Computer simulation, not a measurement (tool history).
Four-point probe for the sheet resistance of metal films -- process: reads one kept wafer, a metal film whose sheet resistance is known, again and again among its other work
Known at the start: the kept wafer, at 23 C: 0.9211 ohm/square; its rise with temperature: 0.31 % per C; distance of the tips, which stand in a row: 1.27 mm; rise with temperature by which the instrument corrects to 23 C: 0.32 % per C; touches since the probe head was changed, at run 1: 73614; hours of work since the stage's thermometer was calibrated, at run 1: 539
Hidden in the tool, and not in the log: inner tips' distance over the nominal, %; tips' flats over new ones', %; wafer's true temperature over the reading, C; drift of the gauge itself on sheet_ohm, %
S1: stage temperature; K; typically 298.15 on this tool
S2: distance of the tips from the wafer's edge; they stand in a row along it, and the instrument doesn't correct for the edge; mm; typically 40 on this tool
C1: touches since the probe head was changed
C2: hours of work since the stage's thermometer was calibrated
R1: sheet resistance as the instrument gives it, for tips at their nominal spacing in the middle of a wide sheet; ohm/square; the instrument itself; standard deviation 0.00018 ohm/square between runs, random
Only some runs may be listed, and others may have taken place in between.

run 1 hour=0.0 | S1=298.15 S2=40 | C1=73614 C2=539 | R1=0.922548
run 2 hour=58.1 | S1=298.15 S2=40 | C1=75380 C2=578 | R1=0.922725
run 3 hour=99.0 | S1=298.15 S2=40 | C1=76621 C2=606 | R1=0.922561
run 4 hour=134.7 | S1=298.15 S2=40 | C1=77705 C2=630 | R1=0.922852
run 5 hour=185.4 | S1=298.15 S2=40 | C1=79246 C2=665 | R1=0.922641
run 6 hour=240.5 | S1=298.15 S2=40 | C1=80920 C2=702 | R1=0.922765
run 7 hour=278.3 | S1=298.15 S2=40 | C1=82069 C2=727 | R1=0.923217
run 8 hour=325.0 | S1=298.15 S2=40 | C1=83486 C2=759 | R1=0.922484
run 9 hour=359.5 | S1=298.15 S2=40 | C1=84535 C2=782 | R1=0.922921
run 10 hour=420.3 | S1=298.15 S2=7 | C1=86382 C2=823 | R1=0.938426
run 11 hour=468.9 | S1=298.15 S2=4 | C1=87858 C2=856 | R1=0.970255
run 12 hour=534.8 | S1=306.15 S2=40 | C1=89859 C2=901 | R1=0.922846
run 13 hour=580.4 | S1=306.15 S2=40 | C1=91244 C2=932 | R1=0.922532
run 14 hour=610.2 | S1=306.15 S2=40 | C1=92150 C2=952 | R1=0.922866
run 15 hour=639.3 | S1=296.15 S2=40 | C1=93033 C2=972 | R1=0.923480
run 16 hour=692.3 | S1=305.15 S2=40 | C1=94644 C2=1007 | R1=0.922695
run 17 hour=752.0 | S1=298.15 S2=40 | C1=96456 C2=1048 | R1=0.923508
run 18 hour=799.4 | S1=298.15 S2=40 | C1=97895 C2=1080 | R1=0.923496
run 19 hour=836.1 | S1=298.15 S2=40 | C1=99011 C2=1105 | R1=0.923408
run 20 hour=902.5 | S1=298.15 S2=9 | C1=101027 C2=1150 | R1=0.932595
run 21 hour=967.3 | S1=298.15 S2=13 | C1=102995 C2=1193 | R1=0.927674
run 22 hour=1000.2 | S1=299.15 S2=40 | C1=103996 C2=1216 | R1=0.923255
-- hour=1037.8 stage's thermometer calibrated
run 23 hour=1064.9 | S1=299.15 S2=40 | C1=105946 C2=18 | R1=0.923693
run 24 hour=1108.3 | S1=299.15 S2=40 | C1=107265 C2=48 | R1=0.924253
run 25 hour=1171.3 | S1=300.15 S2=18 | C1=109177 C2=90 | R1=0.925870
run 26 hour=1216.2 | S1=300.15 S2=18 | C1=110540 C2=121 | R1=0.925848
run 27 hour=1250.6 | S1=303.15 S2=28 | C1=111586 C2=144 | R1=0.924405
run 28 hour=1282.5 | S1=303.15 S2=28 | C1=112554 C2=166 | R1=0.924395
run 29 hour=1348.6 | S1=304.15 S2=6 | C1=114563 C2=210 | R1=0.945148
run 30 hour=1405.5 | S1=304.15 S2=6 | C1=116291 C2=249 | R1=0.944860
run 31 hour=1438.5 | S1=293.15 S2=40 | C1=117293 C2=271 | R1=0.924470
run 32 hour=1492.3 | S1=300.15 S2=36 | C1=118928 C2=307 | R1=0.924241
run 33 hour=1530.7 | S1=300.15 S2=36 | C1=120096 C2=333 | R1=0.923990
run 34 hour=1569.6 | S1=307.15 S2=4 | C1=121277 C2=360 | R1=0.970187
run 35 hour=1607.6 | S1=295.15 S2=51 | C1=122430 C2=385 | R1=0.923823
run 36 hour=1652.8 | S1=301.15 S2=72 | C1=123802 C2=416 | R1=0.923447
run 37 hour=1680.9 | S1=306.15 S2=6 | C1=124656 C2=435 | R1=0.945560
run 38 hour=1738.5 | S1=306.15 S2=6 | C1=126406 C2=474 | R1=0.945424
run 39 hour=1772.9 | S1=301.15 S2=19 | C1=127450 C2=497 | R1=0.926134
run 40 hour=1812.8 | S1=301.15 S2=19 | C1=128663 C2=524 | R1=0.926003
run 41 hour=1841.3 | S1=301.15 S2=19 | C1=129529 C2=544 | R1=0.925769
run 42 hour=1874.4 | S1=302.15 S2=26 | C1=130535 C2=566 | R1=0.924923
run 43 hour=1922.2 | S1=300.15 S2=7 | C1=131988 C2=598 | R1=0.939996
run 44 hour=1950.7 | S1=300.15 S2=7 | C1=132854 C2=618 | R1=0.939933

For each entry between runs, how does the tool's hidden state at the last listed run before it compare with that at the first listed run after it?
Logged between run 22 and run 23: stage's thermometer calibrated (hour 1037.8)
  inner tips' distance over the nominal, %: 0.245 -> 0.251; tips' flats over new ones', %: 57 -> 58; wafer's true temperature over the reading, C: -0.18 -> -0.03
  measured less the result without the state, R1: +0.001938 -> +0.002404 ohm/square

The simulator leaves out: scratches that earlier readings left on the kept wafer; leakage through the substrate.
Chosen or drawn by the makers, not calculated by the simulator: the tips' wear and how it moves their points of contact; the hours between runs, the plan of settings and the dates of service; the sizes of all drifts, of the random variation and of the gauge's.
